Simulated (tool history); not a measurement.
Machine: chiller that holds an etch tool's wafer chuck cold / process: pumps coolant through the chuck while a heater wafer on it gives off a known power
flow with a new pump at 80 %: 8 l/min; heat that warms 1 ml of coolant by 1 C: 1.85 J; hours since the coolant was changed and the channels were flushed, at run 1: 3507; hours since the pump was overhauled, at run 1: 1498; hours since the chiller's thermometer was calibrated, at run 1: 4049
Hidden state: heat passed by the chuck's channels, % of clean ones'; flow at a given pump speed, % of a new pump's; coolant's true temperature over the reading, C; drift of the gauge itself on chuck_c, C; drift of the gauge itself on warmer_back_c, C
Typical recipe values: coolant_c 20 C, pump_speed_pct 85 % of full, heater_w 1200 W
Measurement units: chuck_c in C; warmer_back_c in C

run	day	coolant_c	pump_speed_pct	heater_w	hours since the coolant was changed and the channels were flushed	hours since the pump was overhauled	hours since the chiller's thermometer was calibrated	chuck_c	warmer_back_c
1	0.000	20	85	1200	3507	1498	4049	31.9	4.52
2	2.900	20	85	1200	3577	1568	4118	31.8	4.55
3	6.975	20	85	1200	3674	1666	4216	31.8	4.45
4	9.842	20	85	1200	3743	1734	4285	31.6	4.44
5	13.692	20	85	1050	3836	1827	4377	30.3	3.86
6	16.804	20	85	1050	3910	1901	4452	30.1	3.83
7	18.717	20	85	804	3956	1947	4498	27.8	2.86
8	20.896	20	85	804	4008	2000	4550	27.9	2.89
9	25.458	13	85	1200	4118	2109	4660	24.8	4.36
10	28.542	20	85	1169	4192	2183	4734	31.4	4.17
11	32.912	20	85	1169	4297	2288	4839	31.4	4.19
12	36.033	20	85	1200	4372	2363	4914	31.9	4.19
# day 38.075: gauge calibrated
13	40.554	20	85	1200	4480	2471	5022	31.7	4.53
14	42.917	20	85	1200	4537	2528	5079	31.6	4.57
15	46.083	20	85	1200	4613	2604	5155	31.7	4.46
# day 49.762: chiller's thermometer calibrated
16	49.996	20	85	1200	4706	2697	6	31.7	4.47
17	53.650	20	85	1200	4794	2785	93	31.7	4.39
18	58.062	20	85	1200	4899	2891	199	31.8	4.37
19	62.075	20	85	1200	4996	2987	295	31.7	4.33
20	66.358	20	85	1200	5099	3090	398	31.9	4.31
21	69.171	17	89	1200	5166	3157	466	28.0	4.06
22	73.558	20	94	933	5271	3262	571	28.4	2.82

Forecast run 23:
23	76.271	20	94	933	5336	3328	636	?	?

For run 23 the tool returned chuck_c 28.4 C, warmer_back_c 2.85 C.
Were there no unlogged condition in the tool, this run, its random variation unchanged, would have produced chuck_c 28.3 C, warmer_back_c 3.17 C.
